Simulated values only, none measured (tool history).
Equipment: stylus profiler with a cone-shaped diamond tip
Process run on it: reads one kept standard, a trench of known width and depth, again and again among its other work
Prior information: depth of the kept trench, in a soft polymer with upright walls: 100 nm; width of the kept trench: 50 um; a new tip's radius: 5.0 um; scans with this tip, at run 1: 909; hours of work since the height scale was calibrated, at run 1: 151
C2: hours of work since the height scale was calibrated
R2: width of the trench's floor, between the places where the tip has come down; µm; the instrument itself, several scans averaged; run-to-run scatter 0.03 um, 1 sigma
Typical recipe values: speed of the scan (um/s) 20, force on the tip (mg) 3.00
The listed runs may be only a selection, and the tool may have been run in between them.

Run 1, hour 0.0: usual settings; scans with this tip 909; C2 151. Result: depth of the trench (Å) 1010.41, R2 47.84 µm.
Run 2, hour 9.4: usual settings; scans with this tip 941; C2 156. Result: depth of the trench (Å) 1010.37, R2 47.89 µm.
Run 3, hour 26.6: usual settings but speed of the scan (um/s) 31; scans with this tip 1001; C2 166. Result: depth of the trench (Å) 1010.47, R2 47.83 µm.
Run 4, hour 41.3: usual settings but speed of the scan (um/s) 31; scans with this tip 1052; C2 174. Result: depth of the trench (Å) 1010.52, R2 47.81 µm.
Run 5, hour 56.8: usual settings; scans with this tip 1105; C2 183. Result: depth of the trench (Å) 1010.48, R2 47.90 µm.
Run 6, hour 71.0: usual settings but force on the tip (mg) 1.70; scans with this tip 1154; C2 191. Result: depth of the trench (Å) 1007.25, R2 47.81 µm.
Run 7, hour 87.2: usual settings but force on the tip (mg) 2.55; scans with this tip 1210; C2 201. Result: depth of the trench (Å) 1009.49, R2 47.78 µm.
Run 8, hour 99.0: usual settings; scans with this tip 1251; C2 207. Result: depth of the trench (Å) 1010.54, R2 47.80 µm.
Run 9, hour 110.1: usual settings; scans with this tip 1289; C2 214. Result: depth of the trench (Å) 1010.57, R2 47.89 µm.
Run 10, hour 121.5: usual settings; scans with this tip 1329; C2 220. Result: depth of the trench (Å) 1010.43, R2 47.84 µm.
Run 11, hour 133.2: usual settings; scans with this tip 1369; C2 227. Result: depth of the trench (Å) 1010.62, R2 47.83 µm.
Run 12, hour 149.7: usual settings; scans with this tip 1426; C2 237. Result: depth of the trench (Å) 1010.58, R2 47.83 µm.
Run 13, hour 162.0: usual settings; scans with this tip 1469; C2 244. Result: depth of the trench (Å) 1010.59, R2 47.84 µm.
Run 14, hour 173.0: usual settings; scans with this tip 1506; C2 250. Result: depth of the trench (Å) 1010.52, R2 47.80 µm.
Run 15, hour 193.5: usual settings; scans with this tip 1577; C2 262. Result: depth of the trench (Å) 1010.53, R2 47.82 µm.
Run 16, hour 203.8: usual settings but force on the tip (mg) 2.77; scans with this tip 1613; C2 268. Result: depth of the trench (Å) 1010.08, R2 47.77 µm.
Run 17, hour 224.0: usual settings but speed of the scan (um/s) 32; scans with this tip 1682; C2 279. Result: depth of the trench (Å) 1010.66, R2 47.68 µm.
Run 18, hour 236.6: usual settings but speed of the scan (um/s) 61, force on the tip (mg) 1.38; scans with this tip 1726; C2 286. Result: depth of the trench (Å) 1006.30, R2 47.43 µm.
At hour 238.4: height scale calibrated on a step standard.
Run 19, hour 245.7: usual settings but force on the tip (mg) 2.22; scans with this tip 1756; C2 4. Result: depth of the trench (Å) 1008.83, R2 47.66 µm.
Run 20, hour 266.5: usual settings but speed of the scan (um/s) 14, force on the tip (mg) 2.00; scans with this tip 1828; C2 16. Result: depth of the trench (Å) 1008.31, R2 47.78 µm.
Run 21, hour 279.6: usual settings but speed of the scan (um/s) 14, force on the tip (mg) 2.00; scans with this tip 1873; C2 24. Result: depth of the trench (Å) 1008.29, R2 47.74 µm.
Run 22, hour 298.6: usual settings but speed of the scan (um/s) 14, force on the tip (mg) 2.00; scans with this tip 1939; C2 34. Result: depth of the trench (Å) 1008.30, R2 47.75 µm.
Run 23, hour 315.8: usual settings but speed of the scan (um/s) 14, force on the tip (mg) 2.00; scans with this tip 1998; C2 44. Result: depth of the trench (Å) 1008.25, R2 47.81 µm.
At hour 318.1: height scale calibrated on a step standard, once more.
Run 24, hour 326.2: usual settings but speed of the scan (um/s) 15, force on the tip (mg) 6.66; scans with this tip 2032; C2 5. Result: depth of the trench (Å) 1017.81, R2 47.78 µm.
Run 25, hour 339.1: usual settings but speed of the scan (um/s) 15, force on the tip (mg) 6.66; scans with this tip 2077; C2 12. Result: depth of the trench (Å) 1017.65, R2 47.80 µm.
Run 26, hour 351.7: usual settings but speed of the scan (um/s) 25, force on the tip (mg) 8.02; scans with this tip 2120; C2 19. Result: depth of the trench (Å) 1020.05, R2 47.81 µm.

Hidden state at the last listed run before each entry between runs and at the first one after, where it differs:
Run 18 -> run 19: height scale calibrated on a step standard (hour 238.4)
  radius of the tip, um: 5.66 -> 5.67; height scale over the true one, %: 0.035 -> 0.043
  measured less the result without the state, depth of the trench (Å): +0.35 -> +0.44; R2: -0.12 -> -0.13 µm
Run 23 -> run 24: height scale calibrated on a step standard, once more (hour 318.1)
  radius of the tip, um: 5.78 -> 5.79; height scale over the true one, %: 0.049 -> 0.024
  measured less the result without the state, depth of the trench (Å): +0.49 -> +0.25; R2: -0.15 -> -0.16 µm
